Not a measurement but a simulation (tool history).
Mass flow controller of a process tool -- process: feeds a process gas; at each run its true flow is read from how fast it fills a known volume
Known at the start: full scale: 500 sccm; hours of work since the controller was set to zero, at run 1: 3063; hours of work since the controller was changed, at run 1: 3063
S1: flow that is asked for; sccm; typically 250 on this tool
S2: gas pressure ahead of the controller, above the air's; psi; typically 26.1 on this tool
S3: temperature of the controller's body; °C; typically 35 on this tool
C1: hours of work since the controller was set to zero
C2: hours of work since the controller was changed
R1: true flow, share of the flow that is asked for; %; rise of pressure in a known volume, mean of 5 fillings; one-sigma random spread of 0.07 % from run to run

| run | day | S1 | S2 | S3 | C1 | C2 | R1 |
|---|---|---|---|---|---|---|---|
| 1 | 0.000 | 250 | 26.1 | 35 | 3063 | 3063 | 99.40 |
| 2 | 12.617 | 250 | 26.1 | 35 | 3272 | 3272 | 99.48 |
| 3 | 33.821 | 250 | 21.2 | 35 | 3623 | 3623 | 99.47 |
| 4 | 46.554 | 250 | 21.2 | 35 | 3834 | 3834 | 99.67 |
| 5 | 66.667 | 250 | 21.2 | 35 | 4167 | 4167 | 99.69 |
| 6 | 87.554 | 250 | 21.2 | 35 | 4513 | 4513 | 99.81 |
| 7 | 98.683 | 250 | 21.2 | 35 | 4698 | 4698 | 99.95 |
| 8 | 110.517 | 250 | 21.2 | 35 | 4894 | 4894 | 99.99 |
| 9 | 120.225 | 113 | 26.1 | 35 | 5054 | 5054 | 98.99 |
| 10 | 130.262 | 113 | 26.1 | 35 | 5221 | 5221 | 99.13 |
| 11 | 150.146 | 250 | 39.0 | 35 | 5550 | 5550 | 100.94 |
| 12 | 159.846 | 250 | 39.0 | 35 | 5711 | 5711 | 100.86 |
| 13 | 178.633 | 250 | 39.0 | 35 | 6022 | 6022 | 100.93 |
| 14 | 197.871 | 250 | 26.1 | 35 | 6341 | 6341 | 100.69 |
| 15 | 211.462 | 86 | 30.5 | 33 | 6566 | 6566 | 99.26 |
| 16 | 227.838 | 86 | 30.5 | 33 | 6837 | 6837 | 99.28 |
| 17 | 238.050 | 86 | 30.5 | 33 | 7006 | 7006 | 99.41 |

Forecast run 18:
| 18 | 253.367 | 86 | 30.5 | 33 | 7260 | 7260 | ? |

{"run 18": {"R1": 99.4}}
On a tool with no hidden condition, and with the same random variation, this run would have come out at R1 97.50 %.
